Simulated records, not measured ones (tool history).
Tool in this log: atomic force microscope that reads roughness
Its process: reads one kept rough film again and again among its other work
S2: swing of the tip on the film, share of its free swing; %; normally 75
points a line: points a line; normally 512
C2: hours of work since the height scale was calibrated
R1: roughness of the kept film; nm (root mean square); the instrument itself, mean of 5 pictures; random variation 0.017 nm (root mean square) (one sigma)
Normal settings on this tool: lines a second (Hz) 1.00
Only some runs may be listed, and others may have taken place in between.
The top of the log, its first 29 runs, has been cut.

{"run": 30, "hour": 486.4, "lines a second (Hz)": 1.67, "S2": 69, "points a line": 512, "pictures with this tip": 189, "C2": 329, "R1": 3.803}
{"run": 31, "hour": 503.7, "lines a second (Hz)": 2.63, "S2": 59, "points a line": 512, "pictures with this tip": 204, "C2": 338, "R1": 3.803}
{"run": 32, "hour": 522.2, "lines a second (Hz)": 1.0, "S2": 59, "points a line": 512, "pictures with this tip": 220, "C2": 348, "R1": 3.868}
{"hour": 542.4, "done": "new tip fitted"}
{"run": 33, "hour": 543.7, "lines a second (Hz)": 1.0, "S2": 70, "points a line": 512, "pictures with this tip": 1, "C2": 360, "R1": 4.138}
{"run": 34, "hour": 559.6, "lines a second (Hz)": 1.0, "S2": 70, "points a line": 512, "pictures with this tip": 15, "C2": 368, "R1": 4.058}
{"run": 35, "hour": 568.9, "lines a second (Hz)": 3.62, "S2": 61, "points a line": 343, "pictures with this tip": 23, "C2": 373, "R1": 3.983}
{"run": 36, "hour": 586.7, "lines a second (Hz)": 1.63, "S2": 62, "points a line": 818, "pictures with this tip": 39, "C2": 383, "R1": 4.054}
{"run": 37, "hour": 604.7, "lines a second (Hz)": 1.0, "S2": 62, "points a line": 512, "pictures with this tip": 54, "C2": 393, "R1": 4.103}
{"run": 38, "hour": 623.3, "lines a second (Hz)": 2.11, "S2": 70, "points a line": 678, "pictures with this tip": 71, "C2": 403, "R1": 3.899}
{"run": 39, "hour": 642.5, "lines a second (Hz)": 2.11, "S2": 70, "points a line": 754, "pictures with this tip": 88, "C2": 413, "R1": 3.879}
{"run": 40, "hour": 660.1, "lines a second (Hz)": 1.0, "S2": 85, "points a line": 821, "pictures with this tip": 103, "C2": 423, "R1": 3.812}
{"run": 41, "hour": 672.5, "lines a second (Hz)": 1.0, "S2": 85, "points a line": 821, "pictures with this tip": 114, "C2": 429, "R1": 3.827}
{"run": 42, "hour": 684.6, "lines a second (Hz)": 0.52, "S2": 69, "points a line": 512, "pictures with this tip": 125, "C2": 436, "R1": 4.033}
{"run": 43, "hour": 700.4, "lines a second (Hz)": 0.52, "S2": 69, "points a line": 512, "pictures with this tip": 139, "C2": 444, "R1": 3.98}
{"run": 44, "hour": 720.2, "lines a second (Hz)": 0.52, "S2": 69, "points a line": 278, "pictures with this tip": 156, "C2": 455, "R1": 3.971}
{"run": 45, "hour": 740.7, "lines a second (Hz)": 1.0, "S2": 77, "points a line": 609, "pictures with this tip": 174, "C2": 466, "R1": 3.806}
{"run": 46, "hour": 751.9, "lines a second (Hz)": 1.02, "S2": 56, "points a line": 627, "pictures with this tip": 184, "C2": 472, "R1": 3.932}
{"run": 47, "hour": 773.8, "lines a second (Hz)": 0.84, "S2": 83, "points a line": 906, "pictures with this tip": 203, "C2": 484, "R1": 3.758}
{"run": 48, "hour": 785.9, "lines a second (Hz)": 0.84, "S2": 83, "points a line": 906, "pictures with this tip": 214, "C2": 490, "R1": 3.751}
{"run": 49, "hour": 794.8, "lines a second (Hz)": 0.84, "S2": 83, "points a line": 414, "pictures with this tip": 222, "C2": 495, "R1": 3.741}
{"run": 50, "hour": 811.3, "lines a second (Hz)": 0.84, "S2": 83, "points a line": 414, "pictures with this tip": 236, "C2": 504, "R1": 3.726}
{"hour": 813.7, "done": "new tip fitted"}
{"run": 51, "hour": 830.7, "lines a second (Hz)": 1.0, "S2": 75, "points a line": 764, "pictures with this tip": 15, "C2": 514, "R1": 4.076}
{"run": 52, "hour": 841.1, "lines a second (Hz)": 1.0, "S2": 75, "points a line": 764, "pictures with this tip": 24, "C2": 520, "R1": 4.04}

Predict each of these 4 candidate next runs independently; none follows another, all start after run 52:
{"run": "A", "hour": 853.6, "lines a second (Hz)": 1.45, "S2": 74, "points a line": 652, "pictures with this tip": 35, "C2": 527, "R1": "?"}
{"run": "B", "hour": 853.6, "lines a second (Hz)": 0.54, "S2": 75, "points a line": 764, "pictures with this tip": 35, "C2": 527, "R1": "?"}
{"run": "C", "hour": 853.6, "lines a second (Hz)": 1.0, "S2": 59, "points a line": 764, "pictures with this tip": 35, "C2": 527, "R1": "?"}
{"run": "D", "hour": 853.6, "lines a second (Hz)": 1.0, "S2": 58, "points a line": 764, "pictures with this tip": 35, "C2": 527, "R1": "?"}

run=A R1=3.973
run=B R1=4.151
run=C R1=4.141
run=D R1=4.161
Without the tool's unlogged condition, the same runs would have read:
run=A R1=4.054
run=B R1=4.235
run=C R1=4.225
run=D R1=4.246
